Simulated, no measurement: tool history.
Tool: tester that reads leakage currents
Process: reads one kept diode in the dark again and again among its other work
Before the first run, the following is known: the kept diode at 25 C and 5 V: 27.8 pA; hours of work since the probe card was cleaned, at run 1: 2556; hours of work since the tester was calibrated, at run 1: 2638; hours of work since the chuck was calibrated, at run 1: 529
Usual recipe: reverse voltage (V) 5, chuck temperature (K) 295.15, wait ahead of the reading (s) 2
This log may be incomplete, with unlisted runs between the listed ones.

run,hour,reverse voltage (V),chuck temperature (K),wait ahead of the reading (s),hours of work since the probe card was cleaned,hours of work since the tester was calibrated,hours of work since the chuck was calibrated,current that the tester gives (pA)
1,0,5,295.15,2,2556,2638,529,22.16
2,97.9,5,295.15,2,2610,2692,583,21.7
3,236,5,295.15,2,2686,2768,659,21.62
4,301.8,5,295.15,2,2722,2804,695,21.5
# hour 377.6: chuck's temperature calibrated
5,436.5,5,295.15,2,2795,2877,32,25.07
6,531.6,5,295.15,0.44,2848,2929,85,27.6
7,605.6,5,295.15,0.44,2888,2970,125,27.5
8,715.3,5,295.15,2,2949,3030,186,24.62
9,818,5,295.15,2,3005,3087,242,24.49
10,949.8,5,295.15,2,3078,3159,315,24.19
11,1056,8.43,295.15,1.02,3136,3217,373,31.42
12,1146.5,15.92,295.15,3.39,3186,3267,423,40.59
# hour 1273.3: tester calibrated
13,1297.5,4.07,303.15,2,3268,13,505,36.66
14,1410.1,1.35,303.15,5.23,3329,75,567,22.92
15,1504.6,1.35,303.15,5.23,3381,127,619,22.94
16,1576.1,1.35,303.15,5.23,3421,166,658,22.68
17,1658.9,14.71,296.15,2,3466,212,703,40.23
# hour 1693.2: probe card cleaned and baked
# hour 1724.6: chuck's temperature calibrated
18,1745.6,1.05,300.15,2,28,257,12,18.02
19,1848.3,1.16,301.15,2,84,313,68,19.96
20,1973.2,1.16,301.15,2,153,382,137,19.88

Each row is a separate what-if for the run after 20, all from the same tool condition, not one after another. Results?
A,2114.5,1.16,301.15,3.37,231,460,214,?
B,2114.5,2.55,330.15,2,231,460,214,?
C,2114.5,5.5,323.15,0.8,231,460,214,?
D,2114.5,5.51,301.15,3.19,231,460,214,?

run,current that the tester gives (pA)
A,19.55
B,187.19
C,163.46
D,35.96
What these runs would have given with no unlogged condition in the tool:
run,current that the tester gives (pA)
A,20
B,190.81
C,166.66
D,36.67

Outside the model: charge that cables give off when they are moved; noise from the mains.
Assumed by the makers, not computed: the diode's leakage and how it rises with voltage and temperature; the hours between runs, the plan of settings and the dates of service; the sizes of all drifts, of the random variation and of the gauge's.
